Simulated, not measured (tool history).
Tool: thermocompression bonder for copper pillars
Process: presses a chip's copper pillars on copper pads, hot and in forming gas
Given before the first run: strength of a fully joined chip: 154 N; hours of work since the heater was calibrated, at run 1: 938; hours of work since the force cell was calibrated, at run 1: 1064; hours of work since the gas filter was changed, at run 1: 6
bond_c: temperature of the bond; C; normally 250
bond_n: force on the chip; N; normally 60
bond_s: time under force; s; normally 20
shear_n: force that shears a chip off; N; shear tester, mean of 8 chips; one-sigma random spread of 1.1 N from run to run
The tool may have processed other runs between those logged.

run     day  bond_c  bond_n  bond_s  hours of work since the heater was calibrated  hours of work since the force cell was calibrated  hours of work since the gas filter was changed  shear_n
  1       0     250      60      20                                            938                                               1064                                               6     80.7
      1.112  -- heater calibrated with a thermocouple chip
  2   1.508     250      60      20                                              7                                               1091                                              33     73.8
  3     3.3     279      60      20                                             41                                               1125                                              67    104.8
  4   4.917     279      60      20                                             72                                               1155                                              98    102.5
  5   5.942     250      60      15                                             91                                               1175                                             117     60.8
  6   6.921     250      60      15                                            110                                               1193                                             135     61.2
      7.825  -- heater calibrated with a thermocouple chip, once more
  7     8.2     250      60      12                                              7                                               1216                                             158     74.7
  8   9.779     250      60      20                                             37                                               1245                                             188     87.8
  9  10.925     250      60      20                                             58                                               1267                                             209     85.1
 10  12.829     250      60      20                                             94                                               1303                                             245     84.4
 11  13.925     250      60      20                                            115                                               1324                                             266     83.2
     14.125  -- forming gas filter changed
 12  15.712     250      60      20                                            149                                               1357                                              30     94.4
 13  16.754     248      60      14                                            168                                               1377                                              50     79.8
 14  18.425     248      60      14                                            200                                               1408                                              81     76.5
 15  20.475     248      60      14                                            238                                               1447                                             120     74.3
 16  22.483     250      65      35                                            276                                               1485                                             158    101.4
 17  23.746     266      37      43                                            300                                               1509                                             182       99
 18  25.162     264      85      29                                            327                                               1535                                             208    115.8
 19  26.142     251      60      20                                            345                                               1554                                             227     80.3
     28.279  -- forming gas filter changed
 20  28.279     250      60      14                                            385                                               1594                                               0     79.5
 21  30.033     263      66      27                                            418                                               1627                                              33    113.3

What will run 22 give?
 22   32     263      66      27                                            456                                               1664                                              70        ?

shear_n: 112.8 N
Were there no unlogged condition in the tool, this run, its random variation unchanged, would have produced shear_n 124.5 N.

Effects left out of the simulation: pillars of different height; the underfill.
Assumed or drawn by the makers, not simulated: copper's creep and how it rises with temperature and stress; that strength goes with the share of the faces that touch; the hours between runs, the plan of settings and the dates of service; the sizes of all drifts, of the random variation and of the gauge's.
